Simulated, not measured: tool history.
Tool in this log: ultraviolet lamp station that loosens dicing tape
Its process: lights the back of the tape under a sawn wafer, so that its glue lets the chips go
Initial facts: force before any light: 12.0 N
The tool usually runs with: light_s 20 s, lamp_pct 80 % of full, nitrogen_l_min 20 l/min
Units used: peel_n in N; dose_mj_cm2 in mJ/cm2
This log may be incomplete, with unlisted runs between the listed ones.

run,hour,light_s,lamp_pct,nitrogen_l_min,peel_n,dose_mj_cm2
1,0.0,20,80,20,0.917,308
2,49.1,20,80,7,1.844,309
3,114.2,20,80,7,1.876,311
4,181.1,20,80,7,1.914,310
5,244.8,20,80,7,1.908,313
6,279.6,30,80,20,0.386,467
# hour 293.9: lamp changed
7,341.9,30,80,23,0.374,470
8,384.6,30,80,23,0.349,469
9,441.2,30,83,23,0.339,483
10,495.2,30,83,23,0.354,481
11,549.8,30,83,23,0.336,484
12,584.6,30,83,23,0.343,484
13,621.2,30,83,23,0.333,480
14,676.0,18,80,20,1.155,278
15,747.3,37,80,20,0.281,582
16,795.9,20,80,20,0.937,308
# hour 839.8: window cleaned of glue's vapour
17,843.6,20,80,20,0.938,316
18,881.3,18,80,20,1.141,283
19,919.8,18,80,20,1.172,281
20,977.6,18,80,20,1.214,281
21,1044.0,24,63,7,2.034,295
22,1086.0,24,63,25,0.907,294
23,1146.9,13,81,25,1.893,203
24,1180.8,19,80,23,0.930,297
25,1249.4,19,69,23,1.271,253
26,1284.5,20,63,11,2.179,241
27,1319.3,20,63,11,2.056,243
28,1351.3,20,63,11,2.129,244
29,1391.0,32,89,35,0.243,552
30,1445.9,32,89,35,0.253,548
31,1513.3,20,93,20,0.646,357
32,1576.3,20,93,20,0.661,362
33,1620.2,20,93,20,0.684,362
34,1660.5,20,69,20,1.308,270
35,1722.3,20,69,20,1.172,264
# hour 1735.0: lamp changed
36,1759.2,20,69,20,1.258,268
37,1818.3,19,69,20,1.407,256
38,1879.3,19,69,20,1.412,254
39,1947.7,19,69,20,1.382,255
# hour 1977.2: window cleaned of glue's vapour
40,1986.2,19,69,20,1.336,256

What if the next run were any one of these 3? Each begins from the tool's condition after run 40:
A,2038.9,20,74,25,?,?
B,2038.9,16,98,10,?,?
C,2038.9,14,77,34,?,?

run,peel_n,dose_mj_cm2
A,0.928,288
B,1.600,308
C,1.536,209
With the hidden condition removed and each run's random variation left untouched, the same runs would have given:
run,peel_n,dose_mj_cm2
A,0.927,288
B,1.599,309
C,1.534,210

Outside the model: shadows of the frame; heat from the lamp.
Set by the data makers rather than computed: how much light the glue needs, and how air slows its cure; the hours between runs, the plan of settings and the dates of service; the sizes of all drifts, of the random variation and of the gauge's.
